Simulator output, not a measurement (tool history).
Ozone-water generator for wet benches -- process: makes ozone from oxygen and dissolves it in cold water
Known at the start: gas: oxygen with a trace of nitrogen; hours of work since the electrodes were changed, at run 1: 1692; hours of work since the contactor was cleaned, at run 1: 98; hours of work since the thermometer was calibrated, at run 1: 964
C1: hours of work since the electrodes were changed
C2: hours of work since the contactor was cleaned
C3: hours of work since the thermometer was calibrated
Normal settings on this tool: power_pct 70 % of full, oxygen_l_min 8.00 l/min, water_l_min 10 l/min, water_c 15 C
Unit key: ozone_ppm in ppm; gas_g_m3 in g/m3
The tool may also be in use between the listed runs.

Run 1, day 0.000: usual settings; C1 1692; C2 98; C3 964. Result: ozone_ppm 24.3 ppm, gas_g_m3 163.3 g/m3.
Run 2, day 2.179: usual settings; C1 1741; C2 148; C3 1014. Result: ozone_ppm 24.3 ppm, gas_g_m3 166.9 g/m3.
Run 3, day 3.975: usual settings; C1 1782; C2 189; C3 1054. Result: ozone_ppm 24.1 ppm, gas_g_m3 164.8 g/m3.
Run 4, day 5.742: usual settings; C1 1822; C2 229; C3 1095. Result: ozone_ppm 23.8 ppm, gas_g_m3 164.1 g/m3.
Run 5, day 8.254: usual settings but water_c 11 C; C1 1880; C2 286; C3 1152. Result: ozone_ppm 26.2 ppm, gas_g_m3 164.8 g/m3.
Run 6, day 9.838: usual settings; C1 1916; C2 322; C3 1188. Result: ozone_ppm 24.5 ppm, gas_g_m3 163.9 g/m3.
Run 7, day 12.342: usual settings but water_l_min 6 l/min; C1 1973; C2 379; C3 1245. Result: ozone_ppm 33.4 ppm, gas_g_m3 163.3 g/m3.
Run 8, day 14.025: usual settings but water_l_min 11 l/min; C1 2011; C2 417; C3 1283. Result: ozone_ppm 22.4 ppm, gas_g_m3 162.2 g/m3.
Run 9, day 15.583: usual settings but water_l_min 6 l/min; C1 2046; C2 453; C3 1319. Result: ozone_ppm 33.8 ppm, gas_g_m3 164.1 g/m3.
Run 10, day 16.979: usual settings but power_pct 57 % of full; C1 2078; C2 485; C3 1350. Result: ozone_ppm 21.4 ppm, gas_g_m3 144.9 g/m3.
Run 11, day 19.596: usual settings but power_pct 42 % of full; C1 2138; C2 544; C3 1410. Result: ozone_ppm 17.9 ppm, gas_g_m3 122.0 g/m3.
Run 12, day 21.292: usual settings but power_pct 58 % of full; C1 2176; C2 583; C3 1448. Result: ozone_ppm 21.4 ppm, gas_g_m3 147.2 g/m3.
Run 13, day 23.688: usual settings; C1 2231; C2 637; C3 1503. Result: ozone_ppm 23.9 ppm, gas_g_m3 163.0 g/m3.
Run 14, day 26.254: usual settings; C1 2289; C2 696; C3 1561. Result: ozone_ppm 23.9 ppm, gas_g_m3 162.1 g/m3.
Run 15, day 27.767: usual settings; C1 2324; C2 730; C3 1596. Result: ozone_ppm 24.1 ppm, gas_g_m3 162.8 g/m3.
Run 16, day 30.425: usual settings; C1 2384; C2 790; C3 1656. Result: ozone_ppm 23.4 ppm, gas_g_m3 161.8 g/m3.
Run 17, day 32.700: usual settings; C1 2436; C2 842; C3 1708. Result: ozone_ppm 23.6 ppm, gas_g_m3 160.0 g/m3.
Run 18, day 34.062: usual settings but power_pct 64 % of full, water_l_min 12 l/min, water_c 23 C; C1 2467; C2 873; C3 1739. Result: ozone_ppm 16.3 ppm, gas_g_m3 153.5 g/m3.
Run 19, day 35.588: usual settings but oxygen_l_min 8.37 l/min, water_l_min 8 l/min; C1 2502; C2 908; C3 1774. Result: ozone_ppm 27.3 ppm, gas_g_m3 157.7 g/m3.
Run 20, day 37.104: usual settings but oxygen_l_min 4.41 l/min, water_c 9 C; C1 2536; C2 942; C3 1808. Result: ozone_ppm 26.3 ppm, gas_g_m3 204.2 g/m3.
Run 21, day 39.608: usual settings but oxygen_l_min 4.41 l/min, water_c 9 C; C1 2593; C2 999; C3 1865. Result: ozone_ppm 26.4 ppm, gas_g_m3 203.9 g/m3.
Run 22, day 42.300: usual settings but oxygen_l_min 4.85 l/min, water_c 11 C; C1 2654; C2 1061; C3 1926. Result: ozone_ppm 25.3 ppm, gas_g_m3 194.2 g/m3.
Run 23, day 43.817: usual settings but oxygen_l_min 4.85 l/min, water_c 12 C; C1 2689; C2 1095; C3 1961. Result: ozone_ppm 25.2 ppm, gas_g_m3 195.0 g/m3.
Run 24, day 46.279: usual settings but power_pct 49 % of full, oxygen_l_min 4.85 l/min, water_c 12 C; C1 2745; C2 1151; C3 2017. Result: ozone_ppm 20.5 ppm, gas_g_m3 160.2 g/m3.
Run 25, day 47.842: usual settings but power_pct 49 % of full, oxygen_l_min 4.85 l/min, water_c 12 C; C1 2780; C2 1187; C3 2052. Result: ozone_ppm 20.0 ppm, gas_g_m3 160.1 g/m3.
Run 26, day 49.992: usual settings but power_pct 49 % of full, oxygen_l_min 4.85 l/min, water_c 12 C; C1 2829; C2 1236; C3 2101. Result: ozone_ppm 20.3 ppm, gas_g_m3 160.9 g/m3.
Run 27, day 52.446: usual settings but power_pct 49 % of full, oxygen_l_min 4.85 l/min, water_c 19 C; C1 2885; C2 1291; C3 2157. Result: ozone_ppm 18.0 ppm, gas_g_m3 159.3 g/m3.
Run 28, day 54.533: usual settings but power_pct 49 % of full, oxygen_l_min 4.85 l/min, water_c 19 C; C1 2933; C2 1339; C3 2205. Result: ozone_ppm 17.9 ppm, gas_g_m3 159.8 g/m3.
Run 29, day 56.758: usual settings but power_pct 49 % of full, oxygen_l_min 4.85 l/min, water_c 19 C; C1 2983; C2 1389; C3 2255. Result: ozone_ppm 17.9 ppm, gas_g_m3 159.2 g/m3.
Run 30, day 58.996: usual settings but power_pct 85 % of full, oxygen_l_min 4.85 l/min, water_l_min 15 l/min, water_c 19 C; C1 3034; C2 1440; C3 2306. Result: ozone_ppm 16.9 ppm, gas_g_m3 214.9 g/m3.
Run 31, day 61.583: usual settings but power_pct 85 % of full, oxygen_l_min 4.85 l/min, water_l_min 15 l/min, water_c 19 C; C1 3093; C2 1499; C3 2365. Result: ozone_ppm 16.5 ppm, gas_g_m3 216.0 g/m3.
Run 32, day 63.108: usual settings but power_pct 44 % of full, oxygen_l_min 5.21 l/min; C1 3128; C2 1534; C3 2400. Result: ozone_ppm 18.3 ppm, gas_g_m3 145.6 g/m3.

Forecast each of these 5 alternatives for the next run:
Run A, day 65.133: usual settings but power_pct 53 % of full, water_l_min 13 l/min; C1 3174; C2 1580; C3 2446. Result: ozone_ppm ?, gas_g_m3 ?.
Run B, day 65.133: usual settings but power_pct 44 % of full, oxygen_l_min 5.21 l/min, water_l_min 7 l/min; C1 3174; C2 1580; C3 2446. Result: ozone_ppm ?, gas_g_m3 ?.
Run C, day 65.133: usual settings but power_pct 84 % of full, oxygen_l_min 8.93 l/min; C1 3174; C2 1580; C3 2446. Result: ozone_ppm ?, gas_g_m3 ?.
Run D, day 65.133: usual settings but oxygen_l_min 5.21 l/min, water_c 18 C; C1 3174; C2 1580; C3 2446. Result: ozone_ppm ?, gas_g_m3 ?.
Run E, day 65.133: usual settings but oxygen_l_min 9.15 l/min, water_l_min 13 l/min, water_c 11 C; C1 3174; C2 1580; C3 2446. Result: ozone_ppm ?, gas_g_m3 ?.

run  ozone_ppm  gas_g_m3
  A       16.1     136.9
  B       23.9     146.5
  C       25.1     167.5
  D       21.8     187.0
  E       20.0     150.5
Without the tool's hidden state the same runs would have given:
run  ozone_ppm  gas_g_m3
  A       17.5     146.6
  B       25.7     155.5
  C       27.9     183.3
  D       24.1     202.8
  E       22.0     163.3
